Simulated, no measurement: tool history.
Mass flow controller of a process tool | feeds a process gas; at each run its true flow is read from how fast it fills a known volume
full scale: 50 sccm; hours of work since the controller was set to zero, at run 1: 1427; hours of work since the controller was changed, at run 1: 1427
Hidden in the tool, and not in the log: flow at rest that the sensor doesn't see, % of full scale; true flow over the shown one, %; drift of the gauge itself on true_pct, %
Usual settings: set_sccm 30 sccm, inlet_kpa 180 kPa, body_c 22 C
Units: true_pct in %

run,day,set_sccm,inlet_kpa,body_c,hours of work since the controller was set to zero,hours of work since the controller was changed,true_pct
1,0.000,30,180,22,1427,1427,100.47
2,11.029,30,210,22,1537,1537,100.41
3,21.450,30,210,22,1641,1641,100.38
4,31.571,30,180,31,1742,1742,99.80
5,40.417,30,180,31,1830,1830,99.81
6,51.517,30,180,22,1940,1940,100.53
7,57.267,30,180,22,1998,1998,100.38
8,62.929,30,180,22,2054,2054,100.40
9,73.567,30,180,22,2160,2160,100.39
10,84.188,30,267,22,2266,2266,100.68
11,91.846,12,267,22,2342,2342,99.15
12,99.562,12,267,22,2419,2419,99.14
13,106.204,12,267,22,2485,2485,99.07
14,112.762,5,180,22,2550,2550,95.60
15,118.629,9,187,31,2609,2609,97.57
16,123.329,31,240,29,2656,2656,100.26
17,131.808,8,154,29,2740,2740,97.13
18,137.038,8,224,21,2792,2792,97.79
19,141.929,12,236,28,2841,2841,98.62
20,151.821,28,180,20,2939,2939,100.87
21,156.633,28,180,20,2987,2987,100.80

Run 22 comes next. What will it give?
22,165.596,28,180,20,3077,3077,?

{"run 22": {"true_pct": 101.0}}
Without the tool's hidden state the same run would have given true_pct 100.16 %.

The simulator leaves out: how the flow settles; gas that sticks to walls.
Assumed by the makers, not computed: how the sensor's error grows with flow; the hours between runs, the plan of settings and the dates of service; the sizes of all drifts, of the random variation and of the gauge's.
